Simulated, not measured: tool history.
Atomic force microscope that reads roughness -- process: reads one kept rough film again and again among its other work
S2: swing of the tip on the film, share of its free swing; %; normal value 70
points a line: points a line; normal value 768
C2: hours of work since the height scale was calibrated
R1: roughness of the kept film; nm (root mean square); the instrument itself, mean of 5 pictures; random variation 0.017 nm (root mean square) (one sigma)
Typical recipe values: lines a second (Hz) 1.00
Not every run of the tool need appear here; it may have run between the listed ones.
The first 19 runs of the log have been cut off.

At hour 363.5: new tip fitted.
Run 20, hour 375.5: usual settings; pictures with this tip 12; C2 515. Result: R1 4.157 nm (root mean square).
Run 21, hour 401.0: usual settings; pictures with this tip 35; C2 525. Result: R1 3.964 nm (root mean square).
Run 22, hour 416.6: usual settings; pictures with this tip 50; C2 532. Result: R1 3.877 nm (root mean square).
Run 23, hour 442.4: usual settings but S2 82 %, points a line 349; pictures with this tip 74; C2 542. Result: R1 3.625 nm (root mean square).
At hour 454.5: new tip fitted.
Run 24, hour 463.8: usual settings but lines a second (Hz) 0.82, S2 62 %, points a line 349; pictures with this tip 9; C2 550. Result: R1 4.198 nm (root mean square).
Run 25, hour 478.4: usual settings but lines a second (Hz) 3.16, S2 81 %, points a line 349; pictures with this tip 22; C2 556. Result: R1 3.524 nm (root mean square).
Run 26, hour 501.7: usual settings but lines a second (Hz) 3.16, S2 74 %, points a line 753; pictures with this tip 44; C2 566. Result: R1 3.590 nm (root mean square).
Run 27, hour 520.0: usual settings but lines a second (Hz) 3.53, S2 73 %, points a line 1000; pictures with this tip 61; C2 573. Result: R1 3.443 nm (root mean square).
At hour 544.9: new tip fitted.
Run 28, hour 544.9: usual settings but S2 55 %, points a line 985; pictures with this tip 0; C2 583. Result: R1 4.332 nm (root mean square).
Run 29, hour 562.9: usual settings but lines a second (Hz) 2.40, S2 89 %; pictures with this tip 16; C2 590. Result: R1 3.542 nm (root mean square).
Run 30, hour 583.8: usual settings but lines a second (Hz) 2.40, S2 89 %; pictures with this tip 36; C2 599. Result: R1 3.392 nm (root mean square).
Run 31, hour 603.2: usual settings but lines a second (Hz) 3.17, points a line 844; pictures with this tip 54; C2 607. Result: R1 3.643 nm (root mean square).
Run 32, hour 618.2: usual settings but lines a second (Hz) 0.61, points a line 351; pictures with this tip 67; C2 613. Result: R1 3.848 nm (root mean square).
At hour 635.3: new tip fitted.
Run 33, hour 643.3: usual settings but lines a second (Hz) 3.44, points a line 351; pictures with this tip 7; C2 623. Result: R1 3.876 nm (root mean square).
Run 34, hour 665.2: usual settings but lines a second (Hz) 2.91, points a line 638; pictures with this tip 28; C2 631. Result: R1 3.825 nm (root mean square).
Run 35, hour 679.9: usual settings but lines a second (Hz) 2.91, S2 58 %, points a line 638; pictures with this tip 41; C2 637. Result: R1 3.902 nm (root mean square).
Run 36, hour 696.7: usual settings but lines a second (Hz) 2.91, S2 58 %, points a line 638; pictures with this tip 57; C2 644. Result: R1 3.825 nm (root mean square).
Run 37, hour 713.3: usual settings but lines a second (Hz) 2.91, S2 58 %, points a line 638; pictures with this tip 72; C2 651. Result: R1 3.741 nm (root mean square).
At hour 725.0: new tip fitted.
Run 38, hour 727.2: usual settings but lines a second (Hz) 3.18, S2 61 %, points a line 305; pictures with this tip 2; C2 656. Result: R1 4.098 nm (root mean square).
Run 39, hour 741.0: usual settings but lines a second (Hz) 3.18, S2 61 %, points a line 305; pictures with this tip 14; C2 662. Result: R1 3.987 nm (root mean square).
Run 40, hour 752.5: usual settings but lines a second (Hz) 3.18, S2 61 %, points a line 305; pictures with this tip 25; C2 666. Result: R1 3.928 nm (root mean square).
Run 41, hour 768.6: usual settings but lines a second (Hz) 3.18, S2 61 %, points a line 305; pictures with this tip 40; C2 673. Result: R1 3.830 nm (root mean square).
Run 42, hour 789.7: usual settings but lines a second (Hz) 1.48, S2 83 %, points a line 942; pictures with this tip 60; C2 681. Result: R1 3.622 nm (root mean square).

4 ways to go on from here, each from the tool as it stands after run 42. What would each give?
Run A, hour 801.2: usual settings but lines a second (Hz) 3.10; pictures with this tip 70; C2 686. Result: R1 ?.
Run B, hour 801.2: usual settings but lines a second (Hz) 1.17, S2 83 %, points a line 444; pictures with this tip 70; C2 686. Result: R1 ?.
Run C, hour 801.2: usual settings but lines a second (Hz) 0.61, S2 56 %, points a line 942; pictures with this tip 70; C2 686. Result: R1 ?.
Run D, hour 801.2: usual settings but lines a second (Hz) 0.64, S2 66 %, points a line 319; pictures with this tip 70; C2 686. Result: R1 ?.

run     R1
  A  3.535
  B  3.622
  C  3.852
  D  3.796
Had the tool no hidden state, the same runs would have come out as:
run     R1
  A  3.958
  B  4.056
  C  4.315
  D  4.252
